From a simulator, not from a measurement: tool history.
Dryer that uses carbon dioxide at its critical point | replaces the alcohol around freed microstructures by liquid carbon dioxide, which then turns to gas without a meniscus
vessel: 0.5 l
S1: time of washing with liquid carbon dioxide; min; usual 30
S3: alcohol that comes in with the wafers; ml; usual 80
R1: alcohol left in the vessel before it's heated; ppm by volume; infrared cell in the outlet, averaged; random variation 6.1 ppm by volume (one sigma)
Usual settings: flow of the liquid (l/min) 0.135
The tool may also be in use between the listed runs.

{"run": 1, "hour": 0.0, "S1": 30, "flow of the liquid (l/min)": 0.135, "S3": 80, "R1": 368}
{"run": 2, "hour": 13.2, "S1": 30, "flow of the liquid (l/min)": 0.135, "S3": 80, "R1": 370}
{"run": 3, "hour": 26.7, "S1": 30, "flow of the liquid (l/min)": 0.226, "S3": 80, "R1": 113}
{"run": 4, "hour": 38.7, "S1": 30, "flow of the liquid (l/min)": 0.226, "S3": 80, "R1": 104}
{"run": 5, "hour": 48.9, "S1": 30, "flow of the liquid (l/min)": 0.135, "S3": 80, "R1": 373}
{"run": 6, "hour": 59.1, "S1": 30, "flow of the liquid (l/min)": 0.135, "S3": 80, "R1": 381}
{"run": 7, "hour": 68.5, "S1": 30, "flow of the liquid (l/min)": 0.135, "S3": 27, "R1": 210}
{"run": 8, "hour": 79.3, "S1": 26, "flow of the liquid (l/min)": 0.135, "S3": 27, "R1": 338}
{"run": 9, "hour": 86.4, "S1": 26, "flow of the liquid (l/min)": 0.135, "S3": 27, "R1": 328}
{"run": 10, "hour": 95.2, "S1": 26, "flow of the liquid (l/min)": 0.135, "S3": 27, "R1": 343}
{"run": 11, "hour": 106.9, "S1": 26, "flow of the liquid (l/min)": 0.138, "S3": 27, "R1": 309}
{"run": 12, "hour": 121.5, "S1": 26, "flow of the liquid (l/min)": 0.154, "S3": 27, "R1": 228}
{"run": 13, "hour": 134.4, "S1": 26, "flow of the liquid (l/min)": 0.154, "S3": 27, "R1": 231}
{"run": 14, "hour": 144.9, "S1": 26, "flow of the liquid (l/min)": 0.154, "S3": 27, "R1": 225}
{"run": 15, "hour": 158.7, "S1": 30, "flow of the liquid (l/min)": 0.135, "S3": 80, "R1": 435}
{"run": 16, "hour": 167.5, "S1": 30, "flow of the liquid (l/min)": 0.135, "S3": 80, "R1": 430}
{"run": 17, "hour": 176.4, "S1": 19, "flow of the liquid (l/min)": 0.228, "S3": 42, "R1": 217}
{"run": 18, "hour": 188.9, "S1": 19, "flow of the liquid (l/min)": 0.228, "S3": 42, "R1": 228}
{"run": 19, "hour": 200.2, "S1": 30, "flow of the liquid (l/min)": 0.135, "S3": 59, "R1": 365}
{"run": 20, "hour": 212.2, "S1": 30, "flow of the liquid (l/min)": 0.135, "S3": 59, "R1": 369}
{"run": 21, "hour": 221.7, "S1": 30, "flow of the liquid (l/min)": 0.143, "S3": 102, "R1": 416}
{"run": 22, "hour": 235.3, "S1": 30, "flow of the liquid (l/min)": 0.089, "S3": 83, "R1": 3136}
{"run": 23, "hour": 244.9, "S1": 34, "flow of the liquid (l/min)": 0.129, "S3": 30, "R1": 207}
{"run": 24, "hour": 251.5, "S1": 34, "flow of the liquid (l/min)": 0.129, "S3": 30, "R1": 224}
{"run": 25, "hour": 264.8, "S1": 34, "flow of the liquid (l/min)": 0.127, "S3": 96, "R1": 422}
{"run": 26, "hour": 278.0, "S1": 34, "flow of the liquid (l/min)": 0.127, "S3": 96, "R1": 419}
{"run": 27, "hour": 290.2, "S1": 34, "flow of the liquid (l/min)": 0.127, "S3": 96, "R1": 404}
{"run": 28, "hour": 297.4, "S1": 45, "flow of the liquid (l/min)": 0.099, "S3": 56, "R1": 316}
{"run": 29, "hour": 303.6, "S1": 41, "flow of the liquid (l/min)": 0.099, "S3": 22, "R1": 257}
{"run": 30, "hour": 311.1, "S1": 41, "flow of the liquid (l/min)": 0.099, "S3": 22, "R1": 263}
{"run": 31, "hour": 325.0, "S1": 38, "flow of the liquid (l/min)": 0.099, "S3": 28, "R1": 358}
{"run": 32, "hour": 334.3, "S1": 35, "flow of the liquid (l/min)": 0.101, "S3": 27, "R1": 451}

The same runs without the tool's hidden state, with the same run-to-run variation:
The hidden state here: flow that reaches the vessel past the clogged filter, %; alcohol in the recycled carbon dioxide, ppm; drift of the gauge itself on alcohol_ppm, %.
run=1 R1=244
run=2 R1=239
run=3 R1=9
run=4 R1=0
run=5 R1=230
run=6 R1=231
run=7 R1=86
run=8 R1=194
run=9 R1=185
run=10 R1=194
run=11 R1=161
run=12 R1=86
run=13 R1=89
run=14 R1=78
run=15 R1=240
run=16 R1=236
run=17 R1=62
run=18 R1=70
run=19 R1=173
run=20 R1=175
run=21 R1=202
run=22 R1=2480
run=23 R1=41
run=24 R1=53
run=25 R1=195
run=26 R1=187
run=27 R1=178
run=28 R1=112
run=29 R1=73
run=30 R1=71
run=31 R1=137
run=32 R1=208
